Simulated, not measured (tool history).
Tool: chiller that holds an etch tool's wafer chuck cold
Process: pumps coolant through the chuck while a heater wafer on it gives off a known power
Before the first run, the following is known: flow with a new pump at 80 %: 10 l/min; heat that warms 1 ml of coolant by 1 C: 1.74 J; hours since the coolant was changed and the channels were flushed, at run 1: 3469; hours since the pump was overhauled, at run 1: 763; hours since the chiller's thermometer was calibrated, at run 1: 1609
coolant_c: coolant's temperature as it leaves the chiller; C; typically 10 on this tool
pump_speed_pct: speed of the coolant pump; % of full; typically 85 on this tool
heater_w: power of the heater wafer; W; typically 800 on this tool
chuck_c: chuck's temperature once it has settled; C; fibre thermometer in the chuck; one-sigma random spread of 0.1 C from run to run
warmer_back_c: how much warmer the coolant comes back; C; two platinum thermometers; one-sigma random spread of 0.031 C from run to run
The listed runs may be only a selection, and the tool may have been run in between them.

| run | day | coolant_c | pump_speed_pct | heater_w | hours since the coolant was changed and the channels were flushed | hours since the pump was overhauled | hours since the chiller's thermometer was calibrated | chuck_c | warmer_back_c |
|---|---|---|---|---|---|---|---|---|---|
| 1 | 0 | 10 | 85 | 800 | 3469 | 763 | 1609 | 15.7 | 2.59 |
| 2 | 2.346 | 10 | 85 | 800 | 3525 | 820 | 1665 | 15.5 | 2.6 |
| 3 | 3.767 | 10 | 85 | 800 | 3560 | 854 | 1699 | 15.6 | 2.61 |
| 4 | 5.629 | 10 | 87 | 800 | 3604 | 899 | 1744 | 15.5 | 2.6 |
| 5 | 7.592 | 10 | 87 | 800 | 3651 | 946 | 1791 | 15.4 | 2.53 |
| 6 | 9.075 | 10 | 85 | 800 | 3687 | 981 | 1827 | 15.7 | 2.6 |
| 7 | 11.496 | 10 | 85 | 800 | 3745 | 1039 | 1885 | 15.6 | 2.63 |
| 8 | 13.562 | 10 | 85 | 800 | 3795 | 1089 | 1934 | 15.7 | 2.58 |
| 9 | 14.938 | 10 | 85 | 800 | 3828 | 1122 | 1967 | 15.7 | 2.65 |
| 10 | 16.104 | 8 | 85 | 800 | 3856 | 1150 | 1995 | 13.8 | 2.63 |
| 11 | 17.304 | 15 | 85 | 800 | 3884 | 1179 | 2024 | 20.5 | 2.61 |
| 12 | 18.304 | 15 | 85 | 800 | 3908 | 1203 | 2048 | 20.5 | 2.65 |
| 13 | 19.288 | 15 | 85 | 800 | 3932 | 1226 | 2072 | 20.6 | 2.65 |
| 14 | 20.412 | 15 | 85 | 800 | 3959 | 1253 | 2099 | 20.7 | 2.7 |
| 15 | 22.388 | 11 | 85 | 800 | 4006 | 1301 | 2146 | 16.8 | 2.64 |
| 16 | 23.529 | 11 | 85 | 800 | 4034 | 1328 | 2174 | 16.7 | 2.64 |
| 17 | 25.062 | 11 | 85 | 800 | 4071 | 1365 | 2210 | 16.8 | 2.63 |
| 18 | 27.171 | 11 | 85 | 800 | 4121 | 1416 | 2261 | 16.7 | 2.66 |
| 19 | 28.646 | 17 | 60 | 800 | 4157 | 1451 | 2296 | 24.6 | 3.72 |
| 20 | 29.875 | 10 | 85 | 1090 | 4186 | 1480 | 2326 | 17.6 | 3.58 |
| 21 | 32.279 | 9 | 84 | 940 | 4244 | 1538 | 2384 | 15.7 | 3.12 |
|  | 32.5 | chiller's thermometer calibrated |
| 22 | 33.383 | 10 | 69 | 964 | 4269 | 1564 | 21 | 18.1 | 3.93 |
| 23 | 34.458 | 3 | 74 | 874 | 4295 | 1589 | 47 | 9.8 | 3.28 |
|  | 36.833 | chiller's thermometer calibrated, once more |
| 24 | 36.833 | 10 | 85 | 559 | 4351 | 1645 | 0 | 13.9 | 1.87 |
| 25 | 37.812 | 11 | 85 | 720 | 4375 | 1669 | 23 | 16.2 | 2.35 |
| 26 | 39.442 | 11 | 85 | 720 | 4414 | 1708 | 63 | 16.2 | 2.39 |
| 27 | 40.458 | 10 | 94 | 583 | 4438 | 1732 | 87 | 13.8 | 1.75 |
| 28 | 42.362 | 3 | 77 | 462 | 4484 | 1778 | 133 | 6.5 | 1.67 |
| 29 | 44.658 | 1 | 85 | 435 | 4539 | 1833 | 188 | 4.2 | 1.4 |
| 30 | 46.217 | 14 | 70 | 435 | 4576 | 1871 | 225 | 17.6 | 1.75 |
| 31 | 47.975 | 10 | 94 | 494 | 4618 | 1913 | 267 | 13.3 | 1.48 |

Had the tool no unlogged condition, and each run kept its random variation, what would the results have been?
Hidden state at play: heat passed by the chuck's channels, % of clean ones'; flow at a given pump speed, % of a new pump's; coolant's true temperature over the reading, C; drift of the gauge itself on chuck_c, C; drift of the gauge itself on warmer_back_c, C.
| run | chuck_c | warmer_back_c |
|---|---|---|
| 1 | 15.3 | 2.57 |
| 2 | 15.2 | 2.58 |
| 3 | 15.2 | 2.59 |
| 4 | 15.1 | 2.58 |
| 5 | 15 | 2.51 |
| 6 | 15.3 | 2.58 |
| 7 | 15.1 | 2.6 |
| 8 | 15.2 | 2.55 |
| 9 | 15.2 | 2.62 |
| 10 | 13.4 | 2.6 |
| 11 | 20 | 2.58 |
| 12 | 20.1 | 2.62 |
| 13 | 20.1 | 2.62 |
| 14 | 20.2 | 2.67 |
| 15 | 16.3 | 2.61 |
| 16 | 16.2 | 2.61 |
| 17 | 16.2 | 2.59 |
| 18 | 16.2 | 2.62 |
| 19 | 24 | 3.67 |
| 20 | 17 | 3.53 |
| 21 | 15.1 | 3.07 |
| 22 | 17.4 | 3.86 |
| 23 | 9.2 | 3.22 |
| 24 | 13.6 | 1.84 |
| 25 | 15.8 | 2.31 |
| 26 | 15.8 | 2.35 |
| 27 | 13.5 | 1.72 |
| 28 | 6.3 | 1.64 |
| 29 | 3.9 | 1.37 |
| 30 | 17.3 | 1.72 |
| 31 | 13 | 1.45 |

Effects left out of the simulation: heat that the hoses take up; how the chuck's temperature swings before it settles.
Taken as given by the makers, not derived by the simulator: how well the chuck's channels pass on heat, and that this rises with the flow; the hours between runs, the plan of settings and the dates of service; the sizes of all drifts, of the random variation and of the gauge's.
